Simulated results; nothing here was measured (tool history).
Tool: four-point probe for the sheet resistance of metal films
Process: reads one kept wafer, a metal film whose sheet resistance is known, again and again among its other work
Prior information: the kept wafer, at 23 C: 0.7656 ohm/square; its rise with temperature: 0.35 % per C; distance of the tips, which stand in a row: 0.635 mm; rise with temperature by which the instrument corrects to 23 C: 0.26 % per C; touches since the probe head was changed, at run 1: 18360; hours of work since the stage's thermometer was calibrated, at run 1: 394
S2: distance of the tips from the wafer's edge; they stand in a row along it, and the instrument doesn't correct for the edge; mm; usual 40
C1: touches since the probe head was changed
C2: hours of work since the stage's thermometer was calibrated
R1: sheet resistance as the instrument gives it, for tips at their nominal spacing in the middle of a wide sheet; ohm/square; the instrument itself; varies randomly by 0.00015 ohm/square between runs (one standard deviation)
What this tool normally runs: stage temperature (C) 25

run 1 hour=0 | stage_temperature_(C)=25 S2=40 | C1=18360 C2=394 | R1=0.768449
run 2 hour=25.6 | stage_temperature_(C)=25 S2=40 | C1=18952 C2=405 | R1=0.768381
run 3 hour=41.8 | stage_temperature_(C)=25 S2=40 | C1=19327 C2=412 | R1=0.768544
run 4 hour=61.1 | stage_temperature_(C)=25 S2=40 | C1=19773 C2=420 | R1=0.768235
run 5 hour=80.4 | stage_temperature_(C)=25 S2=40 | C1=20219 C2=429 | R1=0.768334
run 6 hour=104.6 | stage_temperature_(C)=25 S2=40 | C1=20779 C2=440 | R1=0.768515
run 7 hour=138.1 | stage_temperature_(C)=25 S2=40 | C1=21555 C2=454 | R1=0.768589
run 8 hour=171.6 | stage_temperature_(C)=29 S2=40 | C1=22331 C2=469 | R1=0.771012
run 9 hour=190.5 | stage_temperature_(C)=29 S2=40 | C1=22767 C2=477 | R1=0.770687
run 10 hour=209.1 | stage_temperature_(C)=29 S2=40 | C1=23200 C2=486 | R1=0.771019
-- hour=212.2 stage's thermometer calibrated
run 11 hour=244.9 | stage_temperature_(C)=29 S2=40 | C1=24015 C2=14 | R1=0.770795
run 12 hour=266 | stage_temperature_(C)=25 S2=40 | C1=24505 C2=24 | R1=0.767963
run 13 hour=301.1 | stage_temperature_(C)=25 S2=40 | C1=25316 C2=39 | R1=0.768143
-- hour=303.5 stage's thermometer calibrated, once more
run 14 hour=317.9 | stage_temperature_(C)=21 S2=25 | C1=25692 C2=6 | R1=0.765924
run 15 hour=346.2 | stage_temperature_(C)=28 S2=45 | C1=26348 C2=19 | R1=0.770305
run 16 hour=370.6 | stage_temperature_(C)=25 S2=8 | C1=26913 C2=30 | R1=0.771126
run 17 hour=398.1 | stage_temperature_(C)=23 S2=8 | C1=27548 C2=42 | R1=0.769524
run 18 hour=428 | stage_temperature_(C)=18 S2=15 | C1=28241 C2=55 | R1=0.764297
run 19 hour=446.8 | stage_temperature_(C)=23 S2=40 | C1=28676 C2=63 | R1=0.766764
run 20 hour=467 | stage_temperature_(C)=23 S2=46 | C1=29143 C2=72 | R1=0.766965
run 21 hour=489.1 | stage_temperature_(C)=23 S2=65 | C1=29655 C2=82 | R1=0.766694
run 22 hour=510.8 | stage_temperature_(C)=19 S2=5 | C1=30158 C2=91 | R1=0.771026

Forecast run 23:
run 23 hour=527.8 | stage_temperature_(C)=31 S2=26 | C1=30551 C2=99 | R1=?

{"run 23": {"R1": 0.772217}}
If the tool had no hidden condition, the same run with the same run-to-run variation would have returned R1 0.770935 ohm/square.
